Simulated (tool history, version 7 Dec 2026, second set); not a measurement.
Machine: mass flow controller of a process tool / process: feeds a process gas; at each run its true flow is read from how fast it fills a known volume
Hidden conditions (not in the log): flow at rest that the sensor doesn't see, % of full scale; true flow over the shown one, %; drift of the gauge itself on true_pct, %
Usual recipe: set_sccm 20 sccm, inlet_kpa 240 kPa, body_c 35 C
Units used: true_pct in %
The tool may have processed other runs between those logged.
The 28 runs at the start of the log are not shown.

run      day  set_sccm  inlet_kpa  body_c  hours of work since the controller was set to zero  hours of work since the controller was changed  true_pct
 29  389.446        11        224      33                                                4373                                            4373     97.26
 30  406.179        11        224      33                                                4601                                            4601     97.07
 31  425.646        11        224      33                                                4866                                            4866     97.28
 32  441.938        11        224      33                                                5087                                            5087      97.2
     443.954  -- controller exchanged for a calibrated one
 33  459.379        11        224      33                                                 210                                             210     97.24
 34  473.112        11        224      33                                                 397                                             397      97.3
 35  484.908        11        224      33                                                 558                                             558     97.38
 36    499.7        48        240      31                                                 759                                             759     99.66
 37  511.696        48        240      31                                                 922                                             922     99.53
 38  522.075        37        179      35                                                1063                                            1063     98.46
 39  533.783        35        191      31                                                1223                                            1223     98.63
 40  548.379         8        147      31                                                1422                                            1422     96.75
 41  562.058         8        147      31                                                1608                                            1608     96.76
 42   572.75        18        207      31                                                1753                                            1753     97.77

4 ways to go on from here, each from the tool as it stands after run 42. What would each give?
  A  584.742        14        161      35                                                1917                                            1917         ?
  B  584.742        18        270      31                                                1917                                            1917         ?
  C  584.742        27        207      23                                                1917                                            1917         ?
  D  584.742        35        228      20                                                1917                                            1917         ?

run  true_pct
  A     96.84
  B     98.07
  C     98.78
  D     99.63
Without the tool's hidden state the same runs would have given:
run  true_pct
  A     96.85
  B     98.07
  C     98.79
  D     99.64
